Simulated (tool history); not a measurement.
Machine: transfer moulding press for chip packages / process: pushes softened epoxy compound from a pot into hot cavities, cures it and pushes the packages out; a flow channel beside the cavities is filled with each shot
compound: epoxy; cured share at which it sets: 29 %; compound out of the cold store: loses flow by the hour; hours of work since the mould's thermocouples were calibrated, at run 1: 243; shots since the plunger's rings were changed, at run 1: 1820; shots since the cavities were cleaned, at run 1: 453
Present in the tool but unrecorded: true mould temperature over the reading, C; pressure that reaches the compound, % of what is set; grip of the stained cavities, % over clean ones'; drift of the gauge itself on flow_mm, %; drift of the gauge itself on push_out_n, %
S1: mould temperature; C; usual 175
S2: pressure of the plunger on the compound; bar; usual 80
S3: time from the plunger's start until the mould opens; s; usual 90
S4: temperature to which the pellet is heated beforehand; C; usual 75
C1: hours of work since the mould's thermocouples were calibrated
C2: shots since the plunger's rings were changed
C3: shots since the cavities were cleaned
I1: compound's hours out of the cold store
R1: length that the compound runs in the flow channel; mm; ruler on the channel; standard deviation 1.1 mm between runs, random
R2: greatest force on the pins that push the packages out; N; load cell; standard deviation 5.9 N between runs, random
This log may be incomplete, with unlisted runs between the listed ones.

| run | hour | S1 | S2 | S3 | S4 | C1 | C2 | C3 | I1 | R1 | R2 |
|---|---|---|---|---|---|---|---|---|---|---|---|
| 1 | 0 | 175 | 80 | 90 | 75 | 243 | 1820 | 453 | 45.5 | 763 | 211 |
| 2 | 19.4 | 175 | 80 | 90 | 75 | 258 | 2082 | 715 | 45.1 | 767 | 205 |
|  | 26 | cavities cleaned with cleaning compound and waxed |
| 3 | 32.5 | 175 | 80 | 90 | 75 | 266 | 2237 | 87 | 46.1 | 759 | 213 |
| 4 | 50.3 | 175 | 80 | 90 | 75 | 280 | 2477 | 327 | 42.2 | 777 | 211 |
| 5 | 65.3 | 175 | 80 | 90 | 75 | 291 | 2680 | 530 | 25.4 | 859 | 222 |
| 6 | 80 | 175 | 60.1 | 90 | 75 | 302 | 2877 | 727 | 24 | 751 | 224 |
|  | 85.7 | cavities cleaned with cleaning compound and waxed |
| 7 | 98.4 | 175 | 60.1 | 90 | 75 | 315 | 3105 | 170 | 14.9 | 794 | 222 |
|  | 111.6 | mould's thermocouples calibrated |
| 8 | 124.5 | 175 | 80 | 90 | 75 | 10 | 3430 | 495 | 39.9 | 788 | 219 |
| 9 | 142 | 175 | 80 | 90 | 75 | 23 | 3666 | 731 | 45.6 | 761 | 209 |
|  | 148.6 | cavities cleaned with cleaning compound and waxed |
| 10 | 166.9 | 175 | 80 | 90 | 75 | 40 | 3981 | 246 | 12.3 | 927 | 228 |
|  | 172.3 | plunger's sealing rings changed |
| 11 | 186.1 | 175 | 80 | 90 | 75 | 53 | 186 | 471 | 31.7 | 827 | 214 |
| 12 | 199.5 | 175 | 80 | 90 | 75 | 63 | 367 | 652 | 45.6 | 762 | 213 |
|  | 210.6 | cavities cleaned with cleaning compound and waxed |
| 13 | 225.1 | 175 | 80 | 90 | 75 | 81 | 692 | 196 | 35 | 812 | 218 |
| 14 | 247.2 | 175 | 80 | 90 | 75 | 98 | 988 | 492 | 39.8 | 788 | 225 |
| 15 | 260.7 | 172 | 70.7 | 90 | 71 | 108 | 1170 | 674 | 31.7 | 787 | 267 |
|  | 270.2 | cavities cleaned with cleaning compound and waxed |
| 16 | 281.6 | 169 | 88.4 | 85 | 72 | 122 | 1432 | 154 | 20.5 | 955 | 407 |
| 17 | 297.4 | 175 | 86.9 | 90 | 71 | 134 | 1644 | 366 | 37.4 | 833 | 221 |
| 18 | 319.1 | 179 | 71.2 | 107 | 76 | 151 | 1938 | 660 | 27.7 | 788 | 170 |
|  | 331.3 | cavities cleaned with cleaning compound and waxed |
| 19 | 337.1 | 170 | 78.2 | 108 | 78 | 163 | 2159 | 78 | 25.8 | 864 | 210 |
| 20 | 355.1 | 175 | 77.9 | 90 | 70 | 177 | 2402 | 321 | 24.5 | 854 | 216 |
| 21 | 372.8 | 175 | 84.7 | 90 | 68 | 190 | 2640 | 559 | 45.5 | 783 | 224 |
| 22 | 387.7 | 175 | 89.8 | 90 | 77 | 201 | 2840 | 759 | 22.9 | 924 | 223 |
|  | 392.5 | cavities cleaned with cleaning compound and waxed |
| 23 | 402.7 | 169 | 60.6 | 90 | 80 | 211 | 3023 | 137 | 42 | 695 | 311 |
| 24 | 419.4 | 175 | 90.8 | 89 | 73 | 224 | 3248 | 362 | 47.7 | 800 | 221 |
| 25 | 436.8 | 175 | 61.9 | 89 | 79 | 237 | 3483 | 597 | 19 | 787 | 229 |
|  | 452.1 | cavities cleaned with cleaning compound and waxed |
| 26 | 463 | 175 | 61.9 | 89 | 79 | 255 | 3815 | 147 | 13 | 814 | 223 |
|  | 481.3 | plunger's sealing rings changed |
| 27 | 488.8 | 175 | 64.6 | 106 | 79 | 273 | 102 | 461 | 43.9 | 689 | 179 |
| 28 | 506.5 | 175 | 64.6 | 106 | 79 | 286 | 340 | 699 | 28 | 760 | 179 |

Here are 4 independent what-if runs from the current tool condition. What would each one return?
|  | 514.7 | cavities cleaned with cleaning compound and waxed |
| A | 521.3 | 176 | 64.6 | 115 | 79 | 296 | 519 | 88 | 31.7 | ? | ? |
|  | 514.7 | cavities cleaned with cleaning compound and waxed |
| B | 521.3 | 175 | 87.3 | 106 | 79 | 296 | 519 | 88 | 20.2 | ? | ? |
|  | 514.7 | cavities cleaned with cleaning compound and waxed |
| C | 521.3 | 175 | 65 | 89 | 71 | 296 | 519 | 88 | 25 | ? | ? |
|  | 514.7 | cavities cleaned with cleaning compound and waxed |
| D | 521.3 | 174 | 96.6 | 71 | 79 | 296 | 519 | 88 | 29.5 | ? | ? |

| run | R1 | R2 |
|---|---|---|
| A | 740 | 174 |
| B | 926 | 179 |
| C | 779 | 228 |
| D | 925 | 384 |
The same runs, with their run-to-run variation unchanged, on a tool lacking any hidden condition would have given:
| run | R1 | R2 |
|---|---|---|
| A | 741 | 174 |
| B | 926 | 179 |
| C | 779 | 228 |
| D | 925 | 383 |
